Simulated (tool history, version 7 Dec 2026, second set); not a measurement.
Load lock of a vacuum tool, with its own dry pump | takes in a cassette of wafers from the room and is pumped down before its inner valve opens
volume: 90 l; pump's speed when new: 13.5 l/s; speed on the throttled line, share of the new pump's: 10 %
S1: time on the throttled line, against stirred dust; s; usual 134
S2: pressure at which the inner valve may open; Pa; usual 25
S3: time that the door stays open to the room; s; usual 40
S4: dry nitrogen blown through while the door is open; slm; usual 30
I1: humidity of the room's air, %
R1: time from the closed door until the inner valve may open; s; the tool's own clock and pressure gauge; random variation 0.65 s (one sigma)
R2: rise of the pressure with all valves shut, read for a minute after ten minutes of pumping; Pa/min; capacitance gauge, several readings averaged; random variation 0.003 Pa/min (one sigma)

run	hour	S1	S2	S3	S4	I1	R1	R2
1	0.0	134	25	40	30	44.7	177.4	0.073
2	217.2	134	25	40	30	46.4	177.2	0.078
3	414.5	134	25	42	30	44.4	177.8	0.075
4	576.3	134	33	40	30	46.4	177.2	0.079
5	793.5	134	25	197	30	45.5	178.9	0.087
6	1072.3	134	25	40	30	44.4	179.1	0.093
7	1387.0	134	25	40	30	42.5	178.5	0.099
8	1592.2	134	25	40	30	49.8	178.4	0.098
9	1780.1	75	25	40	30	44.7	126.2	0.100
10	2080.2	75	25	40	30	46.0	125.8	0.099
11	2228.8	75	25	40	30	47.8	125.3	0.102
12	2443.6	75	25	40	30	43.4	126.3	0.103
13	2764.3	134	25	40	30	44.7	178.8	0.106
14	3059.6	134	25	40	30	44.3	179.5	0.111
15	3264.3	134	25	40	30	43.1	178.2	0.116
16	3485.4	134	25	40	30	41.6	178.6	0.120
17	3716.3	134	25	95	30	47.0	179.7	0.131
18	3978.4	134	25	40	30	44.4	179.9	0.127
19	4274.6	134	25	40	21	43.9	179.4	0.135
20	4415.7	226	33	190	8	41.5	259.8	0.161
21	4596.3	134	25	29	30	48.9	179.7	0.133
22	4914.0	134	25	29	30	46.9	181.0	0.144
23	5053.6	134	25	29	30	44.6	180.7	0.140
24	5340.8	134	25	29	30	43.4	180.7	0.150
25	5514.2	68	21	40	5	47.8	122.2	0.171
26	5708.5	116	25	236	44	46.9	164.3	0.164
27	5958.3	134	19	40	30	44.2	182.2	0.160
28	6242.0	103	19	61	30	42.9	154.9	0.159
29	6497.0	134	27	40	5	45.6	179.7	0.184
30	6644.5	134	27	40	5	44.9	181.2	0.188
# hour 6798.4: dry pump taken out, an overhauled one fitted
31	6962.5	134	25	40	5	44.0	175.9	0.185
32	7168.5	134	27	30	8	46.6	174.9	0.188
33	7316.0	134	28	40	7	46.1	174.7	0.192
34	7610.9	134	28	155	7	43.7	176.6	0.214
35	7851.8	134	28	155	7	45.7	175.5	0.220
36	8067.6	134	28	155	7	44.7	175.1	0.219

Some steps in R1 between neighbouring runs. How much of each would the tool show without its hidden state too (settings, what came in, random variation), and how much is left for the hidden state, with any gauge scatter that isn't in both results?
The hidden state here: pump's speed, % of a new pump's; leak at the door's seal, Pa l/s; drift of the gauge itself on ready_s, %; drift of the gauge itself on rise_pa_min, %.
Run 19 -> 20: S1 134 -> 226, S2 25 -> 33, S3 40 -> 190, S4 21 -> 8. R1 +80.4 s: hidden state -0.9, all else +81.3.
Run 20 -> 21: S1 226 -> 134, S2 33 -> 25, S3 190 -> 29, S4 8 -> 30. R1 -80.1 s: hidden state +1.0, all else -81.1.
Run 24 -> 25: S1 134 -> 68, S2 25 -> 21, S3 29 -> 40, S4 30 -> 5. R1 -58.5 s: hidden state +0.9, all else -59.4.
Run 30 -> 31: S2 27 -> 25, dry pump taken out, an overhauled one fitted. R1 -5.3 s: hidden state -4.9, all else -0.4.
